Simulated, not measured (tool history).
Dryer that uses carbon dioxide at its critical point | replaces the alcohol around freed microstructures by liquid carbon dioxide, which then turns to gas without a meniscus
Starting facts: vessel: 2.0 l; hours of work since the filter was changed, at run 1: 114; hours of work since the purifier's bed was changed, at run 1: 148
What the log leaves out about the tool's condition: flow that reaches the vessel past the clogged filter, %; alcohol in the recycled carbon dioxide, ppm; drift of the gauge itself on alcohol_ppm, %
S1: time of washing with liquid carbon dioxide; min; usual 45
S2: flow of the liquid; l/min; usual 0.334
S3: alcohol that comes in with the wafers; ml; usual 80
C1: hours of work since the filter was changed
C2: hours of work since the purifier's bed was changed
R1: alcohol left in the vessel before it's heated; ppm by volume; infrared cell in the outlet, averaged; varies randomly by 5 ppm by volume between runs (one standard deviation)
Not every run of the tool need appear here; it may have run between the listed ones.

run 1 hour=0.0 | S1=45 S2=0.334 S3=80 | C1=114 C2=148 | R1=95
run 2 hour=6.0 | S1=45 S2=0.334 S3=80 | C1=117 C2=152 | R1=94
run 3 hour=14.2 | S1=45 S2=0.334 S3=80 | C1=122 C2=156 | R1=90
run 4 hour=20.5 | S1=45 S2=0.258 S3=80 | C1=125 C2=159 | R1=242
run 5 hour=26.3 | S1=45 S2=0.258 S3=80 | C1=128 C2=162 | R1=237
run 6 hour=31.4 | S1=45 S2=0.334 S3=80 | C1=131 C2=165 | R1=82
run 7 hour=38.9 | S1=45 S2=0.334 S3=80 | C1=135 C2=169 | R1=95
run 8 hour=47.1 | S1=45 S2=0.334 S3=80 | C1=139 C2=174 | R1=100
run 9 hour=51.5 | S1=45 S2=0.334 S3=80 | C1=142 C2=176 | R1=104
run 10 hour=59.2 | S1=45 S2=0.334 S3=80 | C1=146 C2=180 | R1=106
run 11 hour=65.8 | S1=45 S2=0.334 S3=80 | C1=149 C2=184 | R1=98
run 12 hour=69.6 | S1=45 S2=0.334 S3=80 | C1=151 C2=186 | R1=101
run 13 hour=76.5 | S1=45 S2=0.334 S3=80 | C1=155 C2=189 | R1=109
run 14 hour=84.9 | S1=45 S2=0.334 S3=80 | C1=160 C2=194 | R1=107
run 15 hour=90.9 | S1=28 S2=0.334 S3=48 | C1=163 C2=197 | R1=413
run 16 hour=94.6 | S1=49 S2=0.312 S3=22 | C1=165 C2=199 | R1=80
run 17 hour=101.6 | S1=30 S2=0.319 S3=99 | C1=169 C2=203 | R1=728
run 18 hour=110.2 | S1=30 S2=0.319 S3=99 | C1=173 C2=207 | R1=704
run 19 hour=115.1 | S1=30 S2=0.319 S3=99 | C1=176 C2=210 | R1=718
run 20 hour=123.0 | S1=32 S2=0.382 S3=53 | C1=180 C2=214 | R1=186
run 21 hour=127.4 | S1=48 S2=0.450 S3=53 | C1=182 C2=217 | R1=68
run 22 hour=135.4 | S1=45 S2=0.334 S3=92 | C1=187 C2=221 | R1=119
run 23 hour=143.0 | S1=52 S2=0.379 S3=80 | C1=191 C2=225 | R1=84

Consider 4 possible next runs. They are alternatives, not a sequence: every one starts from the tool as it was left by run 23. What does each give?
run A hour=149.0 | S1=31 S2=0.334 S3=80 | C1=194 C2=228 | R1=?
run B hour=149.0 | S1=68 S2=0.334 S3=43 | C1=194 C2=228 | R1=?
run C hour=149.0 | S1=38 S2=0.545 S3=80 | C1=194 C2=228 | R1=?
run D hour=149.0 | S1=28 S2=0.253 S3=80 | C1=194 C2=228 | R1=?

run=A R1=470
run=B R1=72
run=C R1=77
run=D R1=1615
With the hidden condition removed and each run's random variation left untouched, the same runs would have given:
run=A R1=322
run=B R1=4
run=C R1=6
run=D R1=1323

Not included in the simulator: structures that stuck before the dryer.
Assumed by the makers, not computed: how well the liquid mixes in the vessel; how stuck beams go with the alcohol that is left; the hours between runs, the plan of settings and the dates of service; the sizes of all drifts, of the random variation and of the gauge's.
